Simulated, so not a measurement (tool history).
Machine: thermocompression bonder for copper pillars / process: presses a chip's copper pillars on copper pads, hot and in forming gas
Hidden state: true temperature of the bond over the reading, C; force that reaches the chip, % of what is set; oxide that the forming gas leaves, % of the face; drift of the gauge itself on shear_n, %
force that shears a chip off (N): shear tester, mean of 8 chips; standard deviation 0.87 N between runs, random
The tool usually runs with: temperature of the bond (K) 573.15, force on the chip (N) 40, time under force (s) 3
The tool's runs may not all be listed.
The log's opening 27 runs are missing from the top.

run	hour	temperature of the bond (K)	force on the chip (N)	time under force (s)	hours of work since the heater was calibrated	hours of work since the force cell was calibrated	hours of work since the gas filter was changed	force that shears a chip off (N)
28	461.6	573.15	57	6	252	45	14	133.7
29	480	562.15	49	5	267	60	29	116.9
30	497.8	570.15	50	2	281	74	43	98.4
31	514.3	585.15	39	4	294	87	56	120.7
32	531.5	573.15	44	2	308	101	70	94.9
# hour 544.2: force cell calibrated, once more
33	544.2	573.15	44	2	317	0	79	98
34	564.4	599.15	56	9	333	16	95	148.4
35	575	599.15	56	9	341	24	103	146.8
36	587.9	601.15	25	8	351	35	113	130.9
37	611.9	573.15	39	2	370	54	132	91.6
38	631.4	573.15	39	2	386	69	148	91.1
39	653.7	563.15	40	2	404	87	166	82

Alternative continuations, all from the tool just after run 39; predict every row:
A	668	602.15	40	3	415	98	177	?
B	668	596.15	50	3	415	98	177	?
C	668	573.15	38	3	415	98	177	?

run	force that shears a chip off (N)
A	120.4
B	123.2
C	102.1
Without the tool's unlogged condition, the same runs would have read:
run	force that shears a chip off (N)
A	126.5
B	129.5
C	106.2

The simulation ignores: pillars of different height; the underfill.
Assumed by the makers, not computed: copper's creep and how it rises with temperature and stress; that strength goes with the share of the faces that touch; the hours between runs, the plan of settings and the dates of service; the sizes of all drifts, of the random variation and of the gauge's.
